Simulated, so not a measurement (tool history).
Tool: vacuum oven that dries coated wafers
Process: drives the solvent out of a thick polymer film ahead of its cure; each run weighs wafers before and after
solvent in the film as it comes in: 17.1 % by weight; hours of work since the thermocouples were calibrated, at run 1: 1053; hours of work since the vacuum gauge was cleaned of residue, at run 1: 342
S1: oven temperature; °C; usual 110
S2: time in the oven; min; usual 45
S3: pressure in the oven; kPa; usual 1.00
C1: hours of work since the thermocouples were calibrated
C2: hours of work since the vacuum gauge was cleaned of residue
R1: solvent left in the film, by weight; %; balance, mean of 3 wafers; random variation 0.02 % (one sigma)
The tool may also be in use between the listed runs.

| run | hour | S1 | S2 | S3 | C1 | C2 | R1 |
|---|---|---|---|---|---|---|---|
| 1 | 0.0 | 110 | 45 | 1.00 | 1053 | 342 | 0.93 |
| 2 | 64.3 | 110 | 45 | 1.00 | 1083 | 372 | 0.98 |
| 3 | 115.2 | 110 | 45 | 1.00 | 1107 | 396 | 1.02 |
| 4 | 197.3 | 110 | 45 | 1.00 | 1146 | 435 | 1.00 |
| 5 | 268.3 | 110 | 59 | 1.00 | 1179 | 468 | 0.61 |
| 6 | 328.3 | 110 | 59 | 1.00 | 1207 | 496 | 0.59 |
| 7 | 404.6 | 110 | 59 | 1.00 | 1243 | 532 | 0.59 |
| 8 | 494.3 | 110 | 59 | 1.00 | 1285 | 574 | 0.61 |
| 9 | 585.7 | 120 | 45 | 1.00 | 1327 | 616 | 0.35 |
| 10 | 674.6 | 120 | 45 | 1.00 | 1369 | 658 | 0.33 |
| 11 | 770.4 | 110 | 45 | 1.64 | 1414 | 703 | 1.24 |
| 12 | 834.2 | 110 | 45 | 1.64 | 1444 | 733 | 1.24 |
| 13 | 898.9 | 110 | 45 | 1.24 | 1474 | 763 | 1.17 |
| 14 | 978.1 | 110 | 45 | 1.00 | 1511 | 800 | 1.08 |
| 15 | 1073.0 | 110 | 45 | 1.00 | 1556 | 845 | 1.12 |
| 16 | 1130.1 | 110 | 45 | 1.00 | 1582 | 871 | 1.11 |
| 17 | 1181.6 | 110 | 45 | 1.00 | 1606 | 895 | 1.11 |
|  | 1264.9 | oven's thermocouples calibrated |
| 18 | 1274.6 | 110 | 45 | 1.00 | 5 | 938 | 0.88 |
| 19 | 1346.1 | 103 | 45 | 1.00 | 38 | 972 | 2.19 |
| 20 | 1418.3 | 117 | 45 | 1.00 | 72 | 1005 | 0.32 |
| 21 | 1497.0 | 117 | 45 | 1.00 | 109 | 1042 | 0.35 |
| 22 | 1591.2 | 117 | 45 | 1.00 | 153 | 1086 | 0.33 |
| 23 | 1683.3 | 110 | 45 | 1.00 | 196 | 1129 | 0.89 |
| 24 | 1758.5 | 110 | 35 | 1.00 | 231 | 1165 | 1.49 |
| 25 | 1822.3 | 120 | 35 | 1.00 | 261 | 1194 | 0.32 |
| 26 | 1891.7 | 120 | 35 | 1.00 | 294 | 1227 | 0.37 |
| 27 | 1948.4 | 95 | 35 | 1.00 | 320 | 1254 | 6.14 |
| 28 | 2022.0 | 103 | 63 | 1.12 | 354 | 1288 | 1.35 |
| 29 | 2105.9 | 107 | 73 | 1.12 | 394 | 1327 | 0.62 |
| 30 | 2179.0 | 97 | 73 | 3.07 | 428 | 1362 | 3.06 |
| 31 | 2217.8 | 97 | 73 | 3.07 | 446 | 1380 | 3.03 |
| 32 | 2296.1 | 95 | 69 | 1.72 | 483 | 1416 | 3.34 |
| 33 | 2347.6 | 110 | 40 | 1.94 | 507 | 1440 | 1.45 |
| 34 | 2437.6 | 104 | 23 | 2.50 | 549 | 1483 | 5.47 |
| 35 | 2501.6 | 101 | 45 | 0.70 | 579 | 1513 | 2.89 |
| 36 | 2544.8 | 101 | 45 | 0.70 | 599 | 1533 | 2.90 |
| 37 | 2612.0 | 124 | 45 | 1.42 | 631 | 1564 | 0.34 |
| 38 | 2705.3 | 98 | 37 | 1.74 | 674 | 1608 | 5.22 |
| 39 | 2744.4 | 98 | 37 | 1.74 | 693 | 1626 | 5.21 |
| 40 | 2834.3 | 110 | 23 | 1.00 | 735 | 1668 | 3.25 |
| 41 | 2928.6 | 110 | 23 | 1.00 | 779 | 1713 | 3.27 |
| 42 | 2996.6 | 110 | 23 | 1.00 | 811 | 1744 | 3.29 |
| 43 | 3053.5 | 110 | 23 | 1.88 | 838 | 1771 | 3.54 |
| 44 | 3105.7 | 110 | 28 | 1.00 | 862 | 1795 | 2.51 |
| 45 | 3198.3 | 112 | 48 | 2.62 | 905 | 1839 | 1.16 |
| 46 | 3277.1 | 96 | 38 | 0.51 | 942 | 1876 | 5.58 |
| 47 | 3317.0 | 96 | 38 | 0.51 | 961 | 1894 | 5.58 |
| 48 | 3412.7 | 96 | 38 | 1.07 | 1006 | 1939 | 5.79 |

Forecast each of these 3 alternatives for the next run:
| A | 3493.2 | 96 | 38 | 0.91 | 1043 | 1977 | ? |
| B | 3493.2 | 119 | 45 | 1.00 | 1043 | 1977 | ? |
| C | 3493.2 | 110 | 45 | 1.56 | 1043 | 1977 | ? |

| run | R1 |
|---|---|
| A | 5.77 |
| B | 0.40 |
| C | 1.27 |
Without the tool's hidden state the same runs would have given:
| run | R1 |
|---|---|
| A | 4.95 |
| B | 0.28 |
| C | 0.92 |
